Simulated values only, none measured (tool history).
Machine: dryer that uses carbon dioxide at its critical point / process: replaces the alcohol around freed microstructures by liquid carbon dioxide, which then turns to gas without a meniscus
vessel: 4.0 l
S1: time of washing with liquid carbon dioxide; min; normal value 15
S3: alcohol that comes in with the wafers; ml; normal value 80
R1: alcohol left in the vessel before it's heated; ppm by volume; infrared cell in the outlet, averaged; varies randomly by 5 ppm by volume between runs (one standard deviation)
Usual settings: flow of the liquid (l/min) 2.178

run 1 hour=0 | S1=15 flow_of_the_liquid_(l/min)=2.178 S3=80 | R1=35
run 2 hour=9.2 | S1=12 flow_of_the_liquid_(l/min)=2.178 S3=80 | R1=107
run 3 hour=19.9 | S1=12 flow_of_the_liquid_(l/min)=2.178 S3=80 | R1=119
run 4 hour=26.8 | S1=12 flow_of_the_liquid_(l/min)=2.178 S3=80 | R1=103
run 5 hour=34.9 | S1=15 flow_of_the_liquid_(l/min)=2.178 S3=80 | R1=36
run 6 hour=44.5 | S1=15 flow_of_the_liquid_(l/min)=2.178 S3=80 | R1=42
run 7 hour=56.9 | S1=15 flow_of_the_liquid_(l/min)=2.178 S3=80 | R1=32
run 8 hour=68.7 | S1=15 flow_of_the_liquid_(l/min)=2.178 S3=80 | R1=34
run 9 hour=75.5 | S1=15 flow_of_the_liquid_(l/min)=2.86 S3=80 | R1=22
run 10 hour=86.3 | S1=15 flow_of_the_liquid_(l/min)=2.86 S3=80 | R1=19
run 11 hour=97.3 | S1=15 flow_of_the_liquid_(l/min)=2.178 S3=80 | R1=35
run 12 hour=110 | S1=16 flow_of_the_liquid_(l/min)=2.89 S3=26 | R1=21
run 13 hour=119.9 | S1=16 flow_of_the_liquid_(l/min)=2.89 S3=26 | R1=12
run 14 hour=129.4 | S1=16 flow_of_the_liquid_(l/min)=2.89 S3=26 | R1=17
run 15 hour=142.3 | S1=16 flow_of_the_liquid_(l/min)=2.89 S3=26 | R1=16
run 16 hour=149.3 | S1=16 flow_of_the_liquid_(l/min)=2.89 S3=26 | R1=16
run 17 hour=161.8 | S1=11 flow_of_the_liquid_(l/min)=1.86 S3=80 | R1=360
run 18 hour=168.9 | S1=18 flow_of_the_liquid_(l/min)=1.4 S3=80 | R1=161
run 19 hour=181.2 | S1=11 flow_of_the_liquid_(l/min)=2.86 S3=80 | R1=51
run 20 hour=193.3 | S1=13 flow_of_the_liquid_(l/min)=2.178 S3=68 | R1=83
run 21 hour=199 | S1=10 flow_of_the_liquid_(l/min)=3.35 S3=52 | R1=28

Below are 4 alternative next runs, each starting from the tool's condition after run 21. Predict each:
run A hour=208 | S1=13 flow_of_the_liquid_(l/min)=2.178 S3=25 | R1=?
run B hour=208 | S1=17 flow_of_the_liquid_(l/min)=2.178 S3=80 | R1=?
run C hour=208 | S1=10 flow_of_the_liquid_(l/min)=3.64 S3=52 | R1=?
run D hour=208 | S1=17 flow_of_the_liquid_(l/min)=3.56 S3=71 | R1=?

run=A R1=42
run=B R1=34
run=C R1=34
run=D R1=17
Take away the tool's hidden state, keep each run's random variation, and the runs would have read:
run=A R1=21
run=B R1=14
run=C R1=16
run=D R1=0
